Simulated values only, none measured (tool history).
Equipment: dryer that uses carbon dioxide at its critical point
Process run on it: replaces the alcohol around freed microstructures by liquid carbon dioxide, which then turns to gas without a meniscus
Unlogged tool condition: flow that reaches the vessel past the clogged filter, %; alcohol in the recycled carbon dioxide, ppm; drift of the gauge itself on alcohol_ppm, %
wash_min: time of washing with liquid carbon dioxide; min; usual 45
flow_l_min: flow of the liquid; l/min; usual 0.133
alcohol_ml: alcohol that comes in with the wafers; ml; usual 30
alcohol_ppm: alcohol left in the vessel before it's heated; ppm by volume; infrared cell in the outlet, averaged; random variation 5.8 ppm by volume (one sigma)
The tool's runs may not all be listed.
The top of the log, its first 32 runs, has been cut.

run	hour	wash_min	flow_l_min	alcohol_ml	hours of work since the filter was changed	hours of work since the purifier's bed was changed	alcohol_ppm
# hour 1452.3: inlet filter changed
33	1488.4	70	0.165	22	23	967	26
34	1527.8	70	0.165	22	48	992	36
35	1574.1	35	0.165	101	78	1022	961
36	1619.8	28	0.123	53	107	1051	3611
37	1682.4	28	0.123	53	147	1091	3795
38	1726.3	46	0.133	30	175	1119	337
# hour 1773.2: inlet filter changed
39	1775.3	46	0.133	30	1	1150	211
40	1808.1	62	0.14	87	22	1170	106
41	1861.3	62	0.14	87	56	1204	112
42	1921.7	45	0.188	22	95	1243	57
43	1982.6	43	0.211	22	133	1282	55
44	2020.3	52	0.133	58	157	1306	343
45	2075.1	55	0.102	50	192	1341	865
# hour 2091.9: inlet filter changed
46	2131.1	55	0.102	50	25	1376	556

Consider 3 possible next runs. They are alternatives, not a sequence: every one starts from the tool as it was left by run 46. What does each give?
A	2191.1	42	0.102	50	63	1414	?
B	2191.1	40	0.102	97	63	1414	?
C	2191.1	45	0.133	106	63	1414	?

run	alcohol_ppm
A	1654
B	3755
C	837
Take away the tool's hidden state, keep each run's random variation, and the runs would have read:
run	alcohol_ppm
A	1419
B	3286
C	664
